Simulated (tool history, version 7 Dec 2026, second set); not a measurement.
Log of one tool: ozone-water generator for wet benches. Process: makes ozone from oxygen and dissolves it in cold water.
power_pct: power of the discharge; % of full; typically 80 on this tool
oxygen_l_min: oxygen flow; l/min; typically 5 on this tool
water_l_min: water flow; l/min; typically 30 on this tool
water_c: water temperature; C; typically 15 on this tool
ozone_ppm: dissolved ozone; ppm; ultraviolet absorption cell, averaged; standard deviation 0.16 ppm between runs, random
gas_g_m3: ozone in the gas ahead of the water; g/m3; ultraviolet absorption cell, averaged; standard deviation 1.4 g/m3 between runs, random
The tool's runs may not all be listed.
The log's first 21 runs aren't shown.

run,hour,power_pct,oxygen_l_min,water_l_min,water_c,ozone_ppm,gas_g_m3
22,3146.2,40,5.71,30,15,13.6,171
23,3304,93,3.67,38,23,13,303.2
24,3426.6,93,3.67,38,23,12.9,299
25,3557.8,80,2.75,39,15,10.6,304.3
26,3687.3,63,5,30,16,16.5,224.5
27,3849.6,80,5,31,15,18,253.7
28,3988.7,80,5,31,15,18.3,253
29,4192,80,5,31,15,18.2,250.5
30,4366.6,80,4.62,30,18,17.7,257.6
31,4477.6,43,4.48,35,15,10.9,187.9
32,4604.8,80,8.25,47,21,13.1,215.9

5 ways to go on from here, each from the tool as it stands after run 32. What would each give?
A,4745.5,63,5,30,10,?,?
B,4745.5,80,5,30,20,?,?
C,4745.5,80,8.25,47,10,?,?
D,4745.5,41,8.25,39,16,?,?
E,4745.5,64,5,33,13,?,?

run,ozone_ppm,gas_g_m3
A,17.1,222.9
B,17.4,251.6
C,14.5,213.3
D,11.5,154.6
E,15.2,227.6
Without the tool's unlogged condition, the same runs would have read:
run,ozone_ppm,gas_g_m3
A,19.3,233
B,19.7,264.5
C,16.6,224.3
D,12.9,159.9
E,17.1,238
